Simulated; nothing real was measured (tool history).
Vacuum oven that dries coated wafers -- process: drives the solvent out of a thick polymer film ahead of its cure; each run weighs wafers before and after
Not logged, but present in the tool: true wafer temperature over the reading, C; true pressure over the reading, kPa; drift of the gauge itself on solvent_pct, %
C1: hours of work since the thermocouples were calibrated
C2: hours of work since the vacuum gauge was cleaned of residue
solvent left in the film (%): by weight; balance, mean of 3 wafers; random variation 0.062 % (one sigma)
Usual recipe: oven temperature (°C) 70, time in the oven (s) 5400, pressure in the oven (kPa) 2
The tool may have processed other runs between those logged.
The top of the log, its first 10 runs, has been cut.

run 11 hour=102.8 | oven_temperature_(°C)=70 time_in_the_oven_(s)=5400 pressure_in_the_oven_(kPa)=2 | C1=219 C2=162 | solvent_left_in_the_film_(%)=3.74
run 12 hour=110.4 | oven_temperature_(°C)=70 time_in_the_oven_(s)=5400 pressure_in_the_oven_(kPa)=2 | C1=225 C2=167 | solvent_left_in_the_film_(%)=3.82
run 13 hour=121.1 | oven_temperature_(°C)=70 time_in_the_oven_(s)=5400 pressure_in_the_oven_(kPa)=2 | C1=232 C2=174 | solvent_left_in_the_film_(%)=3.62
run 14 hour=130.5 | oven_temperature_(°C)=70 time_in_the_oven_(s)=5400 pressure_in_the_oven_(kPa)=2 | C1=239 C2=181 | solvent_left_in_the_film_(%)=3.68
run 15 hour=145.7 | oven_temperature_(°C)=70 time_in_the_oven_(s)=5400 pressure_in_the_oven_(kPa)=2 | C1=249 C2=191 | solvent_left_in_the_film_(%)=3.72
run 16 hour=152.5 | oven_temperature_(°C)=65 time_in_the_oven_(s)=3660 pressure_in_the_oven_(kPa)=2.09 | C1=254 C2=196 | solvent_left_in_the_film_(%)=7.37
run 17 hour=165.7 | oven_temperature_(°C)=70 time_in_the_oven_(s)=3900 pressure_in_the_oven_(kPa)=2 | C1=263 C2=205 | solvent_left_in_the_film_(%)=5.19
run 18 hour=179.7 | oven_temperature_(°C)=70 time_in_the_oven_(s)=8340 pressure_in_the_oven_(kPa)=1.1 | C1=273 C2=215 | solvent_left_in_the_film_(%)=1.72
run 19 hour=191.6 | oven_temperature_(°C)=70 time_in_the_oven_(s)=8340 pressure_in_the_oven_(kPa)=1.1 | C1=281 C2=223 | solvent_left_in_the_film_(%)=1.73
run 20 hour=200.6 | oven_temperature_(°C)=70 time_in_the_oven_(s)=8700 pressure_in_the_oven_(kPa)=2 | C1=287 C2=229 | solvent_left_in_the_film_(%)=2.5
run 21 hour=212.4 | oven_temperature_(°C)=81 time_in_the_oven_(s)=3240 pressure_in_the_oven_(kPa)=5.48 | C1=295 C2=237 | solvent_left_in_the_film_(%)=4.5
run 22 hour=221.6 | oven_temperature_(°C)=78 time_in_the_oven_(s)=5220 pressure_in_the_oven_(kPa)=2 | C1=302 C2=244 | solvent_left_in_the_film_(%)=1.8
run 23 hour=231.6 | oven_temperature_(°C)=70 time_in_the_oven_(s)=7260 pressure_in_the_oven_(kPa)=2 | C1=308 C2=251 | solvent_left_in_the_film_(%)=2.82

Run 24 has not been measured yet. What should we expect?
run 24 hour=246.5 | oven_temperature_(°C)=70 time_in_the_oven_(s)=5400 pressure_in_the_oven_(kPa)=1.47 | C1=319 C2=261 | solvent_left_in_the_film_(%)=?

{"run 24": {"solvent left in the film (%)": 3.24}}
The same run, on a tool lacking any hidden state, would have yielded solvent left in the film (%) 3.07.
